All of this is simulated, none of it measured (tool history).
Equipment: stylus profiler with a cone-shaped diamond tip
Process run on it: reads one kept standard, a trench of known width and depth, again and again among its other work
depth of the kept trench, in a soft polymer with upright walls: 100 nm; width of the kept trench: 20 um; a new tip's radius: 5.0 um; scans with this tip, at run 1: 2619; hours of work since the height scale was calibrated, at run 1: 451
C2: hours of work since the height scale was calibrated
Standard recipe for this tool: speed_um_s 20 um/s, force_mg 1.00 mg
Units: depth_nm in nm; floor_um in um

Run 1, hour 0.0: usual settings; scans with this tip 2619; C2 451. Result: depth_nm 100.21 nm, floor_um 17.68 um.
Run 2, hour 13.3: usual settings; scans with this tip 2667; C2 459. Result: depth_nm 100.30 nm, floor_um 17.77 um.
Run 3, hour 21.5: usual settings; scans with this tip 2697; C2 464. Result: depth_nm 100.22 nm, floor_um 17.70 um.
Run 4, hour 32.0: usual settings but force_mg 1.31 mg; scans with this tip 2735; C2 471. Result: depth_nm 100.11 nm, floor_um 17.72 um.
Run 5, hour 50.0: usual settings but force_mg 1.31 mg; scans with this tip 2800; C2 482. Result: depth_nm 100.13 nm, floor_um 17.69 um.
Run 6, hour 60.9: usual settings; scans with this tip 2839; C2 489. Result: depth_nm 100.11 nm, floor_um 17.72 um.
Run 7, hour 78.9: usual settings; scans with this tip 2904; C2 500. Result: depth_nm 100.04 nm, floor_um 17.64 um.
Run 8, hour 89.1: usual settings; scans with this tip 2940; C2 506. Result: depth_nm 100.20 nm, floor_um 17.71 um.
Run 9, hour 100.8: usual settings but speed_um_s 6 um/s, force_mg 1.13 mg; scans with this tip 2983; C2 514. Result: depth_nm 100.12 nm, floor_um 17.80 um.
Run 10, hour 117.9: usual settings but speed_um_s 80 um/s, force_mg 0.67 mg; scans with this tip 3044; C2 524. Result: depth_nm 100.16 nm, floor_um 17.08 um.
Run 11, hour 126.6: usual settings but speed_um_s 25 um/s, force_mg 1.34 mg; scans with this tip 3076; C2 530. Result: depth_nm 100.17 nm, floor_um 17.71 um.

What does the tool deliver on the next run?
Run 12, hour 136.3: usual settings but speed_um_s 8 um/s, force_mg 1.45 mg; scans with this tip 3111; C2 536. Result: depth_nm ?, floor_um ?.

For run 12 the tool returned depth_nm 100.25 nm, floor_um 17.79 um.
Had the tool carried no hidden state, the very same run would have given depth_nm 100.51 nm, floor_um 17.95 um.
